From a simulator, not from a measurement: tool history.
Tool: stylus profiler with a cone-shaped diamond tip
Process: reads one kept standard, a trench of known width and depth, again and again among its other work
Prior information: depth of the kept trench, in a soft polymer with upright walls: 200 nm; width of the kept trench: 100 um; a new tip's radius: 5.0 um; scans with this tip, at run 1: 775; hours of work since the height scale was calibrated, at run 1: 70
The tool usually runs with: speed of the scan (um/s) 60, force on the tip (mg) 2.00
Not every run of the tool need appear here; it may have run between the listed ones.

run,day,speed of the scan (um/s),force on the tip (mg),scans with this tip,hours of work since the height scale was calibrated,depth of the trench (nm),width of the trench's floor (um)
1,0.000,60,2.00,775,70,201.88,97.02
2,0.312,60,2.00,813,73,202.08,96.98
3,0.817,60,2.00,872,78,202.13,96.95
4,1.467,60,2.00,949,85,202.01,96.99
5,1.988,30,2.00,1011,91,201.99,97.05
6,2.558,30,2.00,1078,97,202.10,97.04
7,2.888,30,2.00,1117,100,201.91,97.05
8,3.396,30,2.00,1177,106,201.81,97.02
9,4.008,30,2.00,1250,112,201.87,97.01
10,4.442,30,2.00,1301,117,202.15,97.05
11,4.967,149,2.00,1363,122,201.92,96.65
12,5.258,149,2.00,1398,126,201.84,96.66
13,5.612,149,2.00,1440,129,201.88,96.64
14,5.975,149,2.00,1483,133,201.87,96.70
15,6.446,149,2.00,1538,138,201.97,96.60
16,6.850,149,2.00,1586,142,201.78,96.65
17,7.425,60,4.69,1654,149,203.50,96.97
18,7.783,60,4.69,1697,152,203.55,96.99
19,8.400,220,2.00,1770,159,201.70,96.43
20,8.688,220,2.00,1804,162,202.07,96.43
21,9.200,61,0.74,1864,167,200.88,96.74
22,9.679,237,3.71,1921,173,203.01,96.55
23,10.042,237,3.71,1964,176,203.02,96.54
24,10.475,237,3.71,2015,181,202.95,96.57
25,11.121,19,2.17,2092,188,202.03,96.99
26,11.500,143,2.73,2137,192,202.37,96.67
# day 11.546: height scale calibrated on a step standard
27,11.804,115,2.83,2170,3,202.31,96.76
28,12.358,115,2.83,2236,9,202.31,96.77
29,13.008,115,2.83,2313,16,202.28,96.73
30,13.375,50,4.26,2356,19,203.15,96.91
31,13.938,19,1.89,2423,25,201.54,97.01
32,14.471,45,1.45,2486,31,201.25,96.85
# day 14.642: height scale calibrated on a step standard, once more
33,14.771,23,2.00,2519,1,202.28,96.99
34,15.267,16,4.08,2578,7,203.40,96.98
35,15.742,84,2.06,2634,12,202.08,96.73
36,16.288,43,2.16,2698,17,202.29,96.92
37,16.762,44,2.00,2754,23,202.33,96.86
38,17.158,48,4.17,2802,27,203.71,96.88

Measured less the same run without the tool's hidden state. The same run-to-run variation is in both; the gauge's scatter may not be:
The hidden state here: radius of the tip, um; height scale over the true one, %; drift of the gauge itself on depth_nm, %; drift of the gauge itself on floor_um, %.
run,depth of the trench (nm),width of the trench's floor (um)
1,-0.20,-0.03
2,-0.20,-0.04
3,-0.20,-0.04
4,-0.21,-0.05
5,-0.21,-0.05
6,-0.22,-0.06
7,-0.22,-0.06
8,-0.23,-0.06
9,-0.24,-0.08
10,-0.24,-0.08
11,-0.24,-0.08
12,-0.25,-0.09
13,-0.25,-0.09
14,-0.25,-0.09
15,-0.25,-0.10
16,-0.27,-0.10
17,-0.27,-0.11
18,-0.28,-0.11
19,-0.28,-0.12
20,-0.28,-0.12
21,-0.28,-0.12
22,-0.30,-0.13
23,-0.29,-0.13
24,-0.30,-0.13
25,-0.31,-0.14
26,-0.31,-0.15
27,-0.41,-0.15
28,-0.41,-0.16
29,-0.42,-0.16
30,-0.42,-0.17
31,-0.43,-0.17
32,-0.43,-0.18
33,+0.06,-0.18
34,+0.05,-0.18
35,+0.05,-0.19
36,+0.03,-0.19
37,+0.03,-0.19
38,+0.03,-0.20
